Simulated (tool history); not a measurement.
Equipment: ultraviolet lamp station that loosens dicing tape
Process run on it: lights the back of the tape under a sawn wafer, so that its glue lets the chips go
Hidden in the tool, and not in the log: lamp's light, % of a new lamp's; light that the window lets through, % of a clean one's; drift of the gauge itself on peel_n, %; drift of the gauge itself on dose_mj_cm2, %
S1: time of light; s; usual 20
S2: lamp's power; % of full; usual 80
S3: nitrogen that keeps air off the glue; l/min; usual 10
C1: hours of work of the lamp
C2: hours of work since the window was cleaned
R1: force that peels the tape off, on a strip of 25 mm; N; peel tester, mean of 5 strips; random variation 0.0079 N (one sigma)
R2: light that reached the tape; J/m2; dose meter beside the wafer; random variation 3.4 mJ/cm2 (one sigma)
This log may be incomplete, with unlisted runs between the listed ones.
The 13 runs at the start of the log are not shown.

Run 14, hour 338: usual settings; C1 52; C2 159. Result: R1 0.31 N, R2 5530 J/m2.
Run 15, hour 372.7: usual settings; C1 76; C2 183. Result: R1 0.319 N, R2 5620 J/m2.
Run 16, hour 396.9: usual settings but S3 5 l/min; C1 94; C2 200. Result: R1 0.383 N, R2 5570 J/m2.
Run 17, hour 420.2: usual settings but S2 91 % of full, S3 5 l/min; C1 110; C2 217. Result: R1 0.317 N, R2 6350 J/m2.
Run 18, hour 454.8: usual settings but S1 26 s; C1 135; C2 242. Result: R1 0.23 N, R2 7230 J/m2.
Run 19, hour 487.1: usual settings; C1 158; C2 265. Result: R1 0.302 N, R2 5560 J/m2.
Run 20, hour 505.6: usual settings but S2 62 % of full, S3 4 l/min; C1 171; C2 278. Result: R1 0.619 N, R2 4300 J/m2.
At hour 539.8: window cleaned of glue's vapour.
Run 21, hour 539.8: usual settings but S2 62 % of full, S3 4 l/min; C1 195; C2 0. Result: R1 0.642 N, R2 4280 J/m2.
Run 22, hour 576.7: usual settings but S1 34 s, S3 7 l/min; C1 221; C2 26. Result: R1 0.206 N, R2 9440 J/m2.
Run 23, hour 605.7: usual settings but S1 30 s, S2 78 % of full, S3 7 l/min; C1 242; C2 47. Result: R1 0.231 N, R2 8110 J/m2.
Run 24, hour 633.9: usual settings but S1 30 s, S2 78 % of full, S3 7 l/min; C1 262; C2 67. Result: R1 0.214 N, R2 8110 J/m2.
Run 25, hour 653.2: usual settings but S1 31 s, S2 78 % of full, S3 7 l/min; C1 276; C2 81. Result: R1 0.216 N, R2 8410 J/m2.
Run 26, hour 668.6: usual settings but S1 38 s, S2 99 % of full; C1 287; C2 92. Result: R1 0.198 N, R2 12980 J/m2.
Run 27, hour 701: usual settings but S2 98 % of full, S3 6 l/min; C1 310; C2 115. Result: R1 0.282 N, R2 6800 J/m2.
Run 28, hour 723.1: usual settings but S1 14 s, S2 61 % of full, S3 4 l/min; C1 326; C2 131. Result: R1 1.035 N, R2 2940 J/m2.
Run 29, hour 739.1: usual settings but S2 85 % of full; C1 337; C2 142. Result: R1 0.279 N, R2 5850 J/m2.
Run 30, hour 764.9: usual settings but S1 36 s, S2 67 % of full; C1 356; C2 160. Result: R1 0.203 N, R2 8380 J/m2.
Run 31, hour 785: usual settings but S1 13 s, S2 78 % of full, S3 8 l/min; C1 370; C2 175. Result: R1 0.667 N, R2 3500 J/m2.
Run 32, hour 811.6: usual settings but S3 6 l/min; C1 389; C2 194. Result: R1 0.371 N, R2 5520 J/m2.
Run 33, hour 828.6: usual settings but S1 11 s; C1 401; C2 206. Result: R1 0.776 N, R2 3010 J/m2.
Run 34, hour 865: usual settings but S1 11 s; C1 427; C2 232. Result: R1 0.791 N, R2 3070 J/m2.
Run 35, hour 898.2: usual settings but S1 10 s, S2 73 % of full, S3 4 l/min; C1 451; C2 255. Result: R1 1.228 N, R2 2530 J/m2.
Run 36, hour 927.3: usual settings but S1 35 s, S2 76 % of full; C1 471; C2 276. Result: R1 0.202 N, R2 9180 J/m2.
Run 37, hour 957.1: usual settings but S1 32 s, S2 99 % of full; C1 492; C2 297. Result: R1 0.184 N, R2 11040 J/m2.
At hour 964.8: window cleaned of glue's vapour.
Run 38, hour 975.4: usual settings but S1 32 s, S2 99 % of full; C1 505; C2 8. Result: R1 0.188 N, R2 11010 J/m2.

5 options for the next run, each taken on its own from the tool as it stands now. Forecast them:
Run A, hour 997.5: usual settings but S1 12 s, S2 100 % of full; C1 521; C2 23. Result: R1 ?, R2 ?.
Run B, hour 997.5: usual settings but S2 78 % of full, S3 3 l/min; C1 521; C2 23. Result: R1 ?, R2 ?.
Run C, hour 997.5: usual settings but S1 13 s, S2 99 % of full; C1 521; C2 23. Result: R1 ?, R2 ?.
Run D, hour 997.5: usual settings but S1 32 s, S2 99 % of full, S3 18 l/min; C1 521; C2 23. Result: R1 ?, R2 ?.
Run E, hour 997.5: usual settings but S1 32 s, S2 99 % of full, S3 9 l/min; C1 521; C2 23. Result: R1 ?, R2 ?.

run     R1     R2
  A   0.48   4100
  B  0.496   5450
  C  0.431   4420
  D  0.191  10990
  E  0.186  10950
Stripped of hidden state, with their random variation kept, the same runs would have yielded:
run     R1     R2
  A  0.478   4110
  B  0.494   5460
  C   0.43   4430
  D   0.19  11010
  E  0.186  10970
